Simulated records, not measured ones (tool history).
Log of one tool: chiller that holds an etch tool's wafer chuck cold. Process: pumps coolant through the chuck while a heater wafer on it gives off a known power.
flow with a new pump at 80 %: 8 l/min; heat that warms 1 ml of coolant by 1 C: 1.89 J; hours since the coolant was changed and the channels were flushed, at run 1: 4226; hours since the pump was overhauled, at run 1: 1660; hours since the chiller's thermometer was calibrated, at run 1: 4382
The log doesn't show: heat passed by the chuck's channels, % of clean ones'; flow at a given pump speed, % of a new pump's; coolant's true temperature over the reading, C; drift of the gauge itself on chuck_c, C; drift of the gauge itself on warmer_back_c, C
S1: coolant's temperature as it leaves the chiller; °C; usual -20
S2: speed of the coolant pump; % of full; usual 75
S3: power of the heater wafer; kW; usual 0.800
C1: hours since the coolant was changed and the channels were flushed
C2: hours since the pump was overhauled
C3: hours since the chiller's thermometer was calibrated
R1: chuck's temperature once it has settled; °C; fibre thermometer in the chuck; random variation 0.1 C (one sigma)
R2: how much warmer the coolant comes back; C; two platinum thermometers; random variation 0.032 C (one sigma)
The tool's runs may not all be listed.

run 1 hour=0.0 | S1=-20 S2=75 S3=0.800 | C1=4226 C2=1660 C3=4382 | R1=-9.0 R2=3.51
run 2 hour=128.2 | S1=-20 S2=75 S3=0.800 | C1=4354 C2=1788 C3=4510 | R1=-8.9 R2=3.52
run 3 hour=192.5 | S1=-20 S2=75 S3=0.800 | C1=4419 C2=1853 C3=4574 | R1=-9.0 R2=3.48
run 4 hour=265.4 | S1=-20 S2=75 S3=0.800 | C1=4492 C2=1926 C3=4647 | R1=-8.8 R2=3.54
run 5 hour=413.4 | S1=-20 S2=75 S3=0.800 | C1=4640 C2=2074 C3=4795 | R1=-8.9 R2=3.62
run 6 hour=501.0 | S1=-20 S2=75 S3=0.800 | C1=4727 C2=2161 C3=4883 | R1=-8.8 R2=3.63
run 7 hour=574.4 | S1=-20 S2=75 S3=0.800 | C1=4801 C2=2235 C3=4956 | R1=-8.6 R2=3.54
run 8 hour=722.6 | S1=-20 S2=75 S3=1.058 | C1=4949 C2=2383 C3=5104 | R1=-5.4 R2=4.72
run 9 hour=855.9 | S1=-20 S2=61 S3=1.058 | C1=5082 C2=2516 C3=5238 | R1=-2.5 R2=5.94
run 10 hour=964.6 | S1=-20 S2=61 S3=1.058 | C1=5191 C2=2625 C3=5346 | R1=-2.4 R2=6.04
run 11 hour=1062.7 | S1=-20 S2=63 S3=0.800 | C1=5289 C2=2723 C3=5444 | R1=-6.6 R2=4.35
run 12 hour=1128.2 | S1=-20 S2=75 S3=0.800 | C1=5354 C2=2788 C3=5510 | R1=-8.5 R2=3.58
run 13 hour=1199.6 | S1=-20 S2=62 S3=1.103 | C1=5426 C2=2860 C3=5581 | R1=-1.5 R2=6.12
-- hour=1317.7 chiller's thermometer calibrated
run 14 hour=1321.7 | S1=-15 S2=85 S3=0.856 | C1=5547 C2=2981 C3=4 | R1=-4.8 R2=3.36
-- hour=1338.8 coolant pump overhauled
run 15 hour=1410.5 | S1=-15 S2=85 S3=0.856 | C1=5631 C2=72 C3=88 | R1=-4.3 R2=3.59
run 16 hour=1525.0 | S1=-15 S2=85 S3=0.856 | C1=5745 C2=186 C3=202 | R1=-4.1 R2=3.61
run 17 hour=1612.7 | S1=-13 S2=97 S3=0.987 | C1=5833 C2=274 C3=290 | R1=-2.0 R2=3.62
-- hour=1736.2 coolant changed, channels flushed
run 18 hour=1748.8 | S1=-13 S2=97 S3=0.987 | C1=13 C2=404 C3=420 | R1=-3.1 R2=3.63
run 19 hour=1896.3 | S1=-29 S2=79 S3=0.896 | C1=160 C2=552 C3=568 | R1=-18.1 R2=4.09
run 20 hour=2042.7 | S1=-29 S2=73 S3=0.431 | C1=307 C2=698 C3=714 | R1=-23.5 R2=2.16
run 21 hour=2161.2 | S1=-29 S2=73 S3=0.431 | C1=425 C2=816 C3=833 | R1=-23.4 R2=2.21
-- hour=2226.3 coolant pump overhauled, once more
run 22 hour=2237.4 | S1=-30 S2=75 S3=0.519 | C1=496 C2=11 C3=904 | R1=-23.9 R2=2.18
run 23 hour=2377.1 | S1=-29 S2=74 S3=0.753 | C1=636 C2=151 C3=1043 | R1=-20.2 R2=3.22
run 24 hour=2490.7 | S1=-20 S2=68 S3=0.944 | C1=750 C2=264 C3=1157 | R1=-7.8 R2=4.52

3 ways to go on from here, each from the tool as it stands after run 24. What would each give?
run A hour=2574.1 | S1=-20 S2=79 S3=0.443 | C1=833 C2=348 C3=1240 | R1=? R2=?
run B hour=2574.1 | S1=-10 S2=68 S3=0.944 | C1=833 C2=348 C3=1240 | R1=? R2=?
run C hour=2574.1 | S1=-26 S2=75 S3=0.800 | C1=833 C2=348 C3=1240 | R1=? R2=?

run=A R1=-15.1 R2=1.83
run=B R1=2.0 R2=4.47
run=C R1=-16.5 R2=3.42
Without the tool's hidden state the same runs would have given:
run=A R1=-15.3 R2=1.81
run=B R1=1.6 R2=4.44
run=C R1=-16.9 R2=3.40

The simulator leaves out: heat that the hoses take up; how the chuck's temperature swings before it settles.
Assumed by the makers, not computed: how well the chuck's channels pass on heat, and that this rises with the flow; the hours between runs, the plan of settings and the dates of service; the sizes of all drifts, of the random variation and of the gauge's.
